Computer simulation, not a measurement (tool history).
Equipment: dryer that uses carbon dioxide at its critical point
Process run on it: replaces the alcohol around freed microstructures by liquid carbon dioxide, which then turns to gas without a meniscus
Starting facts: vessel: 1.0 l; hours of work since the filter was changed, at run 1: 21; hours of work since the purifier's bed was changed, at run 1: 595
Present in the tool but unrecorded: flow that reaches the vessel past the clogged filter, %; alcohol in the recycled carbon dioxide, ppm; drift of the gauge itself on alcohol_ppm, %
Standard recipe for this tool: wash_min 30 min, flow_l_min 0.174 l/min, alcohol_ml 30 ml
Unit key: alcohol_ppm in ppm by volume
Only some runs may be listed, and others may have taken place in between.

| run | hour | wash_min | flow_l_min | alcohol_ml | hours of work since the filter was changed | hours of work since the purifier's bed was changed | alcohol_ppm |
|---|---|---|---|---|---|---|---|
| 1 | 0.0 | 30 | 0.174 | 30 | 21 | 595 | 440 |
| 2 | 26.0 | 30 | 0.174 | 30 | 34 | 607 | 435 |
| 3 | 60.9 | 30 | 0.174 | 30 | 51 | 624 | 447 |
| 4 | 83.6 | 30 | 0.174 | 76 | 62 | 635 | 944 |
| 5 | 115.6 | 30 | 0.174 | 76 | 78 | 651 | 964 |
| 6 | 134.2 | 30 | 0.174 | 30 | 87 | 660 | 499 |
| 7 | 153.3 | 36 | 0.174 | 30 | 96 | 669 | 296 |
| 8 | 178.9 | 36 | 0.174 | 30 | 108 | 682 | 314 |
| 9 | 194.3 | 36 | 0.174 | 30 | 116 | 689 | 307 |
| 10 | 210.9 | 36 | 0.174 | 30 | 124 | 698 | 326 |
| 11 | 232.5 | 36 | 0.174 | 30 | 135 | 708 | 330 |
| 12 | 260.5 | 36 | 0.174 | 30 | 148 | 722 | 333 |
| 13 | 293.6 | 43 | 0.174 | 30 | 164 | 738 | 241 |
| 14 | 314.5 | 43 | 0.174 | 30 | 175 | 748 | 243 |
| 15 | 339.2 | 43 | 0.174 | 30 | 187 | 760 | 246 |
| 16 | 356.2 | 30 | 0.174 | 80 | 195 | 768 | 1338 |
| 17 | 390.6 | 38 | 0.106 | 43 | 212 | 785 | 1793 |
| 18 | 426.5 | 37 | 0.124 | 37 | 229 | 803 | 1135 |
| 19 | 445.1 | 46 | 0.144 | 48 | 238 | 812 | 437 |
| 20 | 472.0 | 40 | 0.176 | 118 | 251 | 825 | 678 |
| 21 | 498.3 | 46 | 0.241 | 93 | 264 | 838 | 208 |
|  | 506.8 | inlet filter changed |
| 22 | 530.4 | 30 | 0.241 | 72 | 11 | 853 | 325 |
| 23 | 564.0 | 47 | 0.200 | 72 | 28 | 869 | 221 |
| 24 | 599.7 | 30 | 0.244 | 30 | 45 | 887 | 260 |
| 25 | 615.3 | 30 | 0.284 | 90 | 53 | 894 | 262 |
| 26 | 645.0 | 30 | 0.284 | 90 | 67 | 909 | 277 |
| 27 | 676.6 | 33 | 0.174 | 42 | 83 | 924 | 503 |
| 28 | 693.1 | 26 | 0.122 | 30 | 91 | 932 | 2103 |
| 29 | 713.9 | 21 | 0.116 | 81 | 101 | 942 | 10048 |
| 30 | 733.3 | 21 | 0.116 | 81 | 110 | 952 | 10152 |
| 31 | 749.9 | 39 | 0.116 | 38 | 119 | 960 | 1047 |
| 32 | 768.0 | 39 | 0.116 | 38 | 127 | 969 | 1013 |

Alternative continuations, all from the tool just after run 32; predict every row:
| A | 801.2 | 39 | 0.205 | 94 | 144 | 985 | ? |
| B | 801.2 | 30 | 0.251 | 30 | 144 | 985 | ? |
| C | 801.2 | 20 | 0.116 | 34 | 144 | 985 | ? |
| D | 801.2 | 39 | 0.217 | 107 | 144 | 985 | ? |

| run | alcohol_ppm |
|---|---|
| A | 354 |
| B | 298 |
| C | 5044 |
| D | 339 |
What these runs would have given with no unlogged condition in the tool:
| run | alcohol_ppm |
|---|---|
| A | 71 |
| B | 36 |
| C | 4030 |
| D | 60 |

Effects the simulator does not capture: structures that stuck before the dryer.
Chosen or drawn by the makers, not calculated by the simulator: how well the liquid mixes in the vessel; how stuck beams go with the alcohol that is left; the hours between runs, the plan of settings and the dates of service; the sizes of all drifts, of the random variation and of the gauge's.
